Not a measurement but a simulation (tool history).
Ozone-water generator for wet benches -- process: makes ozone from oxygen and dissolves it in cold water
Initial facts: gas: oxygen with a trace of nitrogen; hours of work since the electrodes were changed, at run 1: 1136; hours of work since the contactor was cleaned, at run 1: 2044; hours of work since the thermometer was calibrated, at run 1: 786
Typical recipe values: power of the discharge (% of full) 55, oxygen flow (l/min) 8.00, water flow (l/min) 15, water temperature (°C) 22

run,hour,power of the discharge (% of full),oxygen flow (l/min),water flow (l/min),water temperature (°C),hours of work since the electrodes were changed,hours of work since the contactor was cleaned,hours of work since the thermometer was calibrated,dissolved ozone (ppm),ozone in the gas ahead of the water (g/m3)
1,0.0,55,8.00,15,22,1136,2044,786,17.9,137.9
2,44.6,55,8.00,15,22,1164,2071,814,18.1,137.7
3,77.0,53,8.00,15,22,1184,2091,834,17.5,135.1
4,108.5,53,8.00,15,22,1203,2110,853,17.6,133.8
5,140.5,53,8.00,15,18,1223,2130,873,19.0,134.3
6,169.9,53,8.00,15,18,1241,2148,891,19.2,133.4
7,192.3,53,8.00,15,18,1255,2162,905,18.8,133.7
8,218.7,55,8.00,15,22,1271,2178,921,18.1,136.7
9,264.1,55,8.00,15,22,1299,2206,949,18.1,138.7
10,298.5,55,8.00,15,22,1320,2227,970,18.0,138.7
11,335.2,55,8.00,15,22,1343,2250,993,18.1,138.4
12,357.1,55,8.00,15,22,1356,2264,1006,18.0,138.6
13,378.1,55,8.00,20,22,1369,2277,1019,14.6,137.6
14,405.4,55,8.00,20,22,1386,2293,1036,14.4,137.7
# hour 412.5: contactor cleaned
15,432.5,55,8.00,20,22,1400,12,1050,14.0,137.4
16,454.3,55,8.00,15,22,1414,26,1064,17.7,137.6
17,486.6,55,8.00,15,22,1434,46,1084,17.6,138.5
18,511.2,85,8.00,23,22,1449,61,1099,18.3,202.4
19,548.3,94,8.00,15,22,1472,84,1122,28.7,224.3
20,577.4,94,8.00,15,22,1489,102,1140,28.3,223.7
21,605.0,94,8.00,15,22,1507,119,1157,28.2,220.8
22,646.1,59,8.00,15,22,1532,144,1182,18.6,146.1
23,674.8,65,8.00,17,19,1550,162,1200,19.8,160.2
# hour 687.8: contactor cleaned, once more
24,699.2,55,5.25,10,22,1562,7,1212,27.7,183.7
25,725.0,71,13.52,15,17,1578,23,1228,21.0,118.3
26,773.8,64,4.12,12,22,1608,53,1258,30.1,246.7
27,796.5,64,4.12,9,22,1622,67,1272,37.0,247.4
28,829.0,64,10.56,9,16,1642,87,1292,28.6,129.6
29,859.1,88,10.20,24,19,1661,106,1311,19.2,176.9
30,880.7,42,12.62,24,19,1674,119,1324,9.4,78.1
31,916.3,86,14.05,21,14,1696,141,1346,20.5,137.0
32,951.0,79,8.00,15,20,1717,162,1367,26.3,188.3

Forecast each of these 3 alternatives for the next run:
A,995.4,55,5.01,13,23,1745,190,1395,?,?
B,995.4,79,9.15,15,18,1745,190,1395,?,?
C,995.4,79,9.30,18,26,1745,190,1395,?,?

run,dissolved ozone (ppm),ozone in the gas ahead of the water (g/m3)
A,23.0,191.2
B,26.2,171.6
C,19.4,170.2
Without the tool's hidden state the same runs would have given:
run,dissolved ozone (ppm),ozone in the gas ahead of the water (g/m3)
A,23.8,196.8
B,27.4,178.8
C,20.3,177.3
